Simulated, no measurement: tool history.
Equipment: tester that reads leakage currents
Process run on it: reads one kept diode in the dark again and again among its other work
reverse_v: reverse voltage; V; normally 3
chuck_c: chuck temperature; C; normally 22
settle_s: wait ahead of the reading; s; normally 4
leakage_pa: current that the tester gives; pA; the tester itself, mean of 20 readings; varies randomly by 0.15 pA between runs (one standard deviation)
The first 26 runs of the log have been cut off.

Run 27, day 32.379: usual settings but reverse_v 3.71 V, chuck_c 30 C, settle_s 1.36 s. Result: leakage_pa 106.52 pA.
Run 28, day 33.221: usual settings but reverse_v 1.56 V, chuck_c 45 C, settle_s 5 s. Result: leakage_pa 221.38 pA.
Run 29, day 33.962: usual settings but reverse_v 1.56 V, chuck_c 47 C, settle_s 5.49 s. Result: leakage_pa 255.74 pA.
Run 30, day 35.658: usual settings but reverse_v 1.14 V, chuck_c 31 C, settle_s 0.54 s. Result: leakage_pa 68.25 pA.
Run 31, day 37.304: usual settings but reverse_v 2.34 V, chuck_c 56 C, settle_s 4.7 s. Result: leakage_pa 568.52 pA.
Run 32, day 38.708: usual settings but reverse_v 1.53 V, settle_s 1.23 s. Result: leakage_pa 38.05 pA.
Run 33, day 40.442: usual settings but reverse_v 14.56 V, settle_s 0.53 s. Result: leakage_pa 113.43 pA.
Run 34, day 41.425: usual settings but reverse_v 14.56 V, chuck_c 31 C, settle_s 0.53 s. Result: leakage_pa 225.74 pA.
Run 35, day 43.125: usual settings but reverse_v 14.56 V, chuck_c 31 C, settle_s 0.53 s. Result: leakage_pa 226.06 pA.
Run 36, day 44.771: usual settings but reverse_v 15.69 V, chuck_c 26 C, settle_s 7.98 s. Result: leakage_pa 156.32 pA.
Run 37, day 45.875: usual settings but reverse_v 11.95 V. Result: leakage_pa 101.18 pA.
Run 38, day 47.296: usual settings but reverse_v 11.95 V. Result: leakage_pa 101.46 pA.
Run 39, day 49: usual settings but settle_s 3.64 s. Result: leakage_pa 52.75 pA.

Consider 5 possible next runs. They are alternatives, not a sequence: every one starts from the tool as it was left by run 39. What does each give?
Run A, day 50.117: usual settings but reverse_v 8.35 V, settle_s 2.12 s. Result: leakage_pa ?.
Run B, day 50.117: usual settings but reverse_v 11.53 V, settle_s 0.55 s. Result: leakage_pa ?.
Run C, day 50.117: usual settings but chuck_c 43 C. Result: leakage_pa ?.
Run D, day 50.117: usual settings but reverse_v 1.61 V, settle_s 2.62 s. Result: leakage_pa ?.
Run E, day 50.117: usual settings but reverse_v 4.38 V, chuck_c 50 C. Result: leakage_pa ?.

run  leakage_pa
  A       86.48
  B      103.47
  C      265.25
  D       39.69
  E      512.13
Without the tool's unlogged condition, the same runs would have read:
run  leakage_pa
  A       77.63
  B       92.52
  C      249.09
  D       36.48
  E       482.8
